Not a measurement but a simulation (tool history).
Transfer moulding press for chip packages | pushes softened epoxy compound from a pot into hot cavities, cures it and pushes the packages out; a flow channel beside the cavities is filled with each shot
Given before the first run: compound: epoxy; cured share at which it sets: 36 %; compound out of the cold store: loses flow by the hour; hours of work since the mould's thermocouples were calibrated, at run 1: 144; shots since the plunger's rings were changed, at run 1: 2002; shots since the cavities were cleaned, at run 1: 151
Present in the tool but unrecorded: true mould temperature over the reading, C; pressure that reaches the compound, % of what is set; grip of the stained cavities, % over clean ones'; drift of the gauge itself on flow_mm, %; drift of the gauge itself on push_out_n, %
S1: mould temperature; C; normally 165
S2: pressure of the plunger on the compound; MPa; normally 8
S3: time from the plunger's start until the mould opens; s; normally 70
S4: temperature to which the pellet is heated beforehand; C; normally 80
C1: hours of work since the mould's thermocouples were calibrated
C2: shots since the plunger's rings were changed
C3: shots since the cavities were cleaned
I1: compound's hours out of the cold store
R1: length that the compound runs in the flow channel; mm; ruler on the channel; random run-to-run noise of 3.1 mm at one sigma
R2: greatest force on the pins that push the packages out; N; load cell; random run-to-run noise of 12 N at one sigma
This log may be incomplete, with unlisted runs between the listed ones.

run   hour   S1    S2   S3  S4   C1    C2   C3    I1   R1    R2
  1      0  165     8   70  80  144  2002  151  22.2  580   857
  2   11.1  165     8   70  80  153  2190  339  17.1  598  1012
  3   18.8  165     8   70  80  159  2320  469  27.4  580  1025
  4     26  165     8   70  80  164  2443  592  23.9  577  1125
  5   32.4  169     8   70  80  169  2551  700  43.9  533   925
  6   39.6  165     8   70  80  175  2672  821  41.9  539  1160
        48  -- cavities cleaned with cleaning compound and waxed
  7   48.2  165     8   70  80  180  2793    4    35  552   600
  8   53.6  165     8   70  80  184  2883   94    32  558   709
      66.6  -- plunger's sealing rings changed
  9   68.3  165     8   70  80  194    29  302  45.9  554   940
 10   77.7  157     8   70  80  201   187  460  27.5  607  1951
 11   88.9  157     8   70  80  210   377  650  47.3  567  1981
 12     95  157     8   70  80  215   480  753  18.8  633  2279
 13  102.9  158     8   70  80  221   614  887  23.6  617  2131
     106.9  -- cavities cleaned with cleaning compound and waxed
 14  115.4  158     8   70  80  230   800  144  13.3  639  1494
 15  124.9  161     8   70  80  237   962  306  46.1  550  1255
 16  134.2  167  9.77   79  82  244  1118  462  47.7  587   786
 17  141.8  167  9.77   79  82  250  1246  590  18.8  655   819
 18  154.1  164  6.36   70  79  260  1455  799    16  537  1337
     163.3  -- cavities cleaned with cleaning compound and waxed
 19  164.5  168  9.26   70  80  267  1605   19  27.9  616   539
 20  170.3  168  9.26   70  86  271  1703  117    26  620   638
 21    178  168  9.44  108  86  277  1835  249  25.3  623   642
 22  189.1  168     8   70  72  286  2022  436  23.4  578   907
 23  199.7  168     8   70  72  294  2201  615  38.2  545   946
 24  209.8  160     8   70  80  302  2372  786  19.6  608  1844
     219.6  -- cavities cleaned with cleaning compound and waxed
 25  219.6  165   6.6   50  89  308  2512    0   9.1  559  1422
 26  232.2  165   6.6   50  89  318  2725  213    43  486  1961
 27  244.4  165   6.6   50  89  328  2933  421  44.4  489  2334

How the hidden state differs across the entries between the runs, from the last listed run before each to the first after it:
Runs 6 to 7: cavities cleaned with cleaning compound and waxed (hour 48)
  true mould temperature over the reading, C: -0.17 -> -0.18; pressure that reaches the compound, % of what is set: 94.23 -> 93.98; grip of the stained cavities, % over clean ones': 103.8 -> 1.6
  what was measured, less what the result would be without the hidden state, R1: -16 -> -17 mm; R2: +598 -> +17 N
Runs 8 to 9: plunger's sealing rings changed (hour 66.6)
  true mould temperature over the reading, C: -0.19 -> -0.21; pressure that reaches the compound, % of what is set: 93.76 -> 99.9; grip of the stained cavities, % over clean ones': 27.3 -> 65.4
  what was measured, less what the result would be without the hidden state, R1: -17 -> +1 mm; R2: +159 -> +382 N
Runs 13 to 14: cavities cleaned with cleaning compound and waxed (hour 106.9)
  true mould temperature over the reading, C: -0.28 -> -0.3; pressure that reaches the compound, % of what is set: 98.59 -> 98.21; grip of the stained cavities, % over clean ones': 104.8 -> 36.7
  what was measured, less what the result would be without the hidden state, R1: -3 -> -5 mm; R2: +1114 -> +430 N
Runs 18 to 19: cavities cleaned with cleaning compound and waxed (hour 163.3)
  true mould temperature over the reading, C: -0.37 -> -0.39; pressure that reaches the compound, % of what is set: 96.79 -> 96.46; grip of the stained cavities, % over clean ones': 101.5 -> 6.1
  what was measured, less what the result would be without the hidden state, R1: -8 -> -10 mm; R2: +695 -> +40 N
Runs 24 to 25: cavities cleaned with cleaning compound and waxed (hour 219.6)
  true mould temperature over the reading, C: -0.48 -> -0.5; pressure that reaches the compound, % of what is set: 94.84 -> 94.55; grip of the stained cavities, % over clean ones': 101.7 -> 1.1
  what was measured, less what the result would be without the hidden state, R1: -15 -> -14 mm; R2: +969 -> +58 N

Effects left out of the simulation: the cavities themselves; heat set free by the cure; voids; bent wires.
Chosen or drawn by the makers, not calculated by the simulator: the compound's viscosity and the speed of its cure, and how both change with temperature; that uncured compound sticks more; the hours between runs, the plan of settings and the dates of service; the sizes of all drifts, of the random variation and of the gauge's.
